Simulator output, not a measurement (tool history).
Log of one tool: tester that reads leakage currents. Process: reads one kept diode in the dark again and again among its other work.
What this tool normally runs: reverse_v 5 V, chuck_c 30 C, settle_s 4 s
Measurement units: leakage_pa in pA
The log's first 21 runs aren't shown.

Run 22, hour 1086.5: usual settings but reverse_v 2.5 V, chuck_c 58 C, settle_s 1.19 s. Result: leakage_pa 1702.32 pA.
At hour 1108.1: chuck's temperature calibrated.
Run 23, hour 1157.5: usual settings but reverse_v 6.97 V, chuck_c 24 C, settle_s 6.29 s. Result: leakage_pa 178.48 pA.
Run 24, hour 1223.9: usual settings but chuck_c 33 C, settle_s 2.07 s. Result: leakage_pa 322.41 pA.
Run 25, hour 1270.9: usual settings but reverse_v 4.44 V, chuck_c 27 C, settle_s 5.17 s. Result: leakage_pa 183.29 pA.
At hour 1318.6: chuck's temperature calibrated, once more.
Run 26, hour 1341.4: usual settings but reverse_v 4.44 V, chuck_c 27 C, settle_s 5.17 s. Result: leakage_pa 203.27 pA.
Run 27, hour 1396.9: usual settings but reverse_v 4.44 V, chuck_c 27 C, settle_s 5.17 s. Result: leakage_pa 202.64 pA.
Run 28, hour 1443.9: usual settings but reverse_v 4.44 V, chuck_c 27 C, settle_s 5.17 s. Result: leakage_pa 202.99 pA.
Run 29, hour 1496.4: usual settings but reverse_v 1.74 V, chuck_c 25 C, settle_s 0.45 s. Result: leakage_pa 106.42 pA.
Run 30, hour 1558.6: usual settings but reverse_v 6.91 V, chuck_c 26 C, settle_s 1.36 s. Result: leakage_pa 232.18 pA.
Run 31, hour 1594.2: usual settings but reverse_v 1.06 V, chuck_c 26 C, settle_s 0.57 s. Result: leakage_pa 90.46 pA.
Run 32, hour 1623.5: usual settings but reverse_v 2.08 V, settle_s 0.72 s. Result: leakage_pa 178.01 pA.
Run 33, hour 1691.6: usual settings but chuck_c 25 C, settle_s 2.64 s. Result: leakage_pa 180.25 pA.
Run 34, hour 1726.1: usual settings but reverse_v 12.96 V, chuck_c 24 C, settle_s 2 s. Result: leakage_pa 273.5 pA.
Run 35, hour 1775.7: usual settings but reverse_v 15.32 V, chuck_c 42 C, settle_s 4.41 s. Result: leakage_pa 1253.51 pA.
Run 36, hour 1838.6: usual settings but reverse_v 5.91 V, settle_s 0.73 s. Result: leakage_pa 297.7 pA.
Run 37, hour 1894: usual settings but reverse_v 5.91 V, settle_s 0.73 s. Result: leakage_pa 295.12 pA.
Run 38, hour 1933.2: usual settings but reverse_v 19.39 V, settle_s 9.17 s. Result: leakage_pa 545.7 pA.
Run 39, hour 1987.7: usual settings but reverse_v 14.85 V, chuck_c 25 C. Result: leakage_pa 318.17 pA.

Alternative continuations, all from the tool just after run 39; predict every row:
Run A, hour 2026.9: usual settings but reverse_v 19.09 V. Result: leakage_pa ?.
Run B, hour 2026.9: usual settings but reverse_v 3.34 V, chuck_c 25 C, settle_s 0.56 s. Result: leakage_pa ?.
Run C, hour 2026.9: usual settings but reverse_v 4.83 V, chuck_c 33 C, settle_s 5.72 s. Result: leakage_pa ?.
Run D, hour 2026.9: usual settings but reverse_v 6.48 V, settle_s 0.88 s. Result: leakage_pa ?.
Run E, hour 2026.9: usual settings but reverse_v 1.14 V, chuck_c 21 C, settle_s 0.69 s. Result: leakage_pa ?.

run  leakage_pa
  A      542.83
  B       144.9
  C      339.15
  D      307.91
  E       59.46
Without the tool's unlogged condition, the same runs would have read:
run  leakage_pa
  A      510.71
  B      141.42
  C      338.16
  D      301.65
  E       58.75

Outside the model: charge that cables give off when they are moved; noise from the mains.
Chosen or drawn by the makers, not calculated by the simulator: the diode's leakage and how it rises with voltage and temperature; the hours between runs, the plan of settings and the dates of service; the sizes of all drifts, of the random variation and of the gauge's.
